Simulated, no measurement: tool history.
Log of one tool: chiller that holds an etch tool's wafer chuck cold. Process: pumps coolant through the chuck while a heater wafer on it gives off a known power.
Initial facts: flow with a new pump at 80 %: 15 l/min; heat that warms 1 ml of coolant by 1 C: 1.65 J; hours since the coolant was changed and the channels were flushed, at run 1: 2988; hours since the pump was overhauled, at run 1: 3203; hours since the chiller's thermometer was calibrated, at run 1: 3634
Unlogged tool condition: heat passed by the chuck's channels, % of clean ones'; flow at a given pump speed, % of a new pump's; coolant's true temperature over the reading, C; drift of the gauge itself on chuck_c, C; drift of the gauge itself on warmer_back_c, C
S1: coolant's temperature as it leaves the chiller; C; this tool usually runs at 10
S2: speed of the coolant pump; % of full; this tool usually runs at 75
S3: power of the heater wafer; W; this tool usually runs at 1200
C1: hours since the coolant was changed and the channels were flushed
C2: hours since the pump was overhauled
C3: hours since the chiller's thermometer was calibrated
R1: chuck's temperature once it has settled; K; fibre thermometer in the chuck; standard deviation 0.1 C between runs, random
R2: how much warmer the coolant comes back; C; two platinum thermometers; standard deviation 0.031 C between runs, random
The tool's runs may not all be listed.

run 1 hour=0 | S1=10 S2=75 S3=1200 | C1=2988 C2=3203 C3=3634 | R1=298.75 R2=3.32
run 2 hour=51.7 | S1=18 S2=75 S3=1200 | C1=3040 C2=3255 C3=3685 | R1=306.45 R2=3.31
run 3 hour=84.7 | S1=10 S2=70 S3=1200 | C1=3073 C2=3288 C3=3718 | R1=299.45 R2=3.56
run 4 hour=136.6 | S1=10 S2=75 S3=1200 | C1=3125 C2=3340 C3=3770 | R1=298.75 R2=3.32
run 5 hour=176.2 | S1=10 S2=75 S3=1200 | C1=3164 C2=3380 C3=3810 | R1=298.55 R2=3.3
run 6 hour=214 | S1=10 S2=75 S3=1200 | C1=3202 C2=3417 C3=3848 | R1=298.65 R2=3.32
run 7 hour=277.7 | S1=10 S2=75 S3=1580 | C1=3266 C2=3481 C3=3911 | R1=303.75 R2=4.36
run 8 hour=351.5 | S1=10 S2=75 S3=1580 | C1=3340 C2=3555 C3=3985 | R1=303.85 R2=4.39
run 9 hour=420.8 | S1=10 S2=75 S3=1670 | C1=3409 C2=3624 C3=4054 | R1=305.25 R2=4.64
run 10 hour=458.2 | S1=10 S2=75 S3=1670 | C1=3446 C2=3662 C3=4092 | R1=305.05 R2=4.62
run 11 hour=522.2 | S1=10 S2=75 S3=1670 | C1=3511 C2=3726 C3=4156 | R1=305.05 R2=4.62
run 12 hour=582.6 | S1=10 S2=75 S3=1670 | C1=3571 C2=3786 C3=4216 | R1=305.25 R2=4.65
run 13 hour=637.6 | S1=10 S2=92 S3=1200 | C1=3626 C2=3841 C3=4271 | R1=297.35 R2=2.67
run 14 hour=681.1 | S1=10 S2=92 S3=1200 | C1=3669 C2=3884 C3=4315 | R1=297.45 R2=2.65
run 15 hour=730.1 | S1=10 S2=92 S3=1200 | C1=3718 C2=3934 C3=4364 | R1=297.45 R2=2.65
run 16 hour=799.6 | S1=10 S2=92 S3=1200 | C1=3788 C2=4003 C3=4433 | R1=297.55 R2=2.68
run 17 hour=866.1 | S1=15 S2=79 S3=1536 | C1=3854 C2=4070 C3=4500 | R1=308.25 R2=4.02
run 18 hour=931.6 | S1=15 S2=79 S3=1536 | C1=3920 C2=4135 C3=4565 | R1=308.35 R2=4.09
run 19 hour=986.9 | S1=4 S2=65 S3=1536 | C1=3975 C2=4190 C3=4621 | R1=299.85 R2=5.02
run 20 hour=1025.1 | S1=9 S2=65 S3=983 | C1=4013 C2=4229 C3=4659 | R1=296.95 R2=3.15
run 21 hour=1079.8 | S1=9 S2=65 S3=983 | C1=4068 C2=4283 C3=4713 | R1=297.15 R2=3.25
run 22 hour=1134.4 | S1=3 S2=68 S3=1110 | C1=4123 C2=4338 C3=4768 | R1=292.45 R2=3.49
run 23 hour=1207.4 | S1=9 S2=96 S3=717 | C1=4196 C2=4411 C3=4841 | R1=291.35 R2=1.57
run 24 hour=1240.2 | S1=9 S2=96 S3=717 | C1=4228 C2=4444 C3=4874 | R1=291.15 R2=1.52
run 25 hour=1294.3 | S1=14 S2=76 S3=1690 | C1=4283 C2=4498 C3=4928 | R1=310.35 R2=4.74
run 26 hour=1332.2 | S1=10 S2=75 S3=759 | C1=4321 C2=4536 C3=4966 | R1=294.35 R2=2.16
run 27 hour=1392.1 | S1=7 S2=63 S3=1200 | C1=4380 C2=4595 C3=5026 | R1=298.85 R2=4.06
run 28 hour=1429.5 | S1=18 S2=67 S3=1276 | C1=4418 C2=4633 C3=5063 | R1=310.65 R2=4.06
run 29 hour=1506 | S1=10 S2=75 S3=1511 | C1=4494 C2=4709 C3=5140 | R1=304.35 R2=4.31
run 30 hour=1550.9 | S1=11 S2=75 S3=1235 | C1=4539 C2=4754 C3=5185 | R1=301.95 R2=3.52
run 31 hour=1625.8 | S1=17 S2=75 S3=1235 | C1=4614 C2=4829 C3=5259 | R1=307.85 R2=3.51

5 ways to go on from here, each from the tool as it stands after run 31. What would each give?
run A hour=1680.8 | S1=10 S2=89 S3=1200 | C1=4669 C2=4884 C3=5315 | R1=? R2=?
run B hour=1680.8 | S1=17 S2=75 S3=1405 | C1=4669 C2=4884 C3=5315 | R1=? R2=?
run C hour=1680.8 | S1=17 S2=88 S3=1720 | C1=4669 C2=4884 C3=5315 | R1=? R2=?
run D hour=1680.8 | S1=17 S2=75 S3=1337 | C1=4669 C2=4884 C3=5315 | R1=? R2=?
run E hour=1680.8 | S1=10 S2=70 S3=680 | C1=4669 C2=4884 C3=5315 | R1=? R2=?

run=A R1=298.65 R2=2.82
run=B R1=310.05 R2=3.97
run=C R1=312.05 R2=4.11
run=D R1=309.25 R2=3.82
run=E R1=293.75 R2=2.16
Without the tool's hidden state the same runs would have given:
run=A R1=294.45 R2=2.57
run=B R1=304.95 R2=3.62
run=C R1=306.45 R2=3.75
run=D R1=304.25 R2=3.49
run=E R1=290.65 R2=1.98
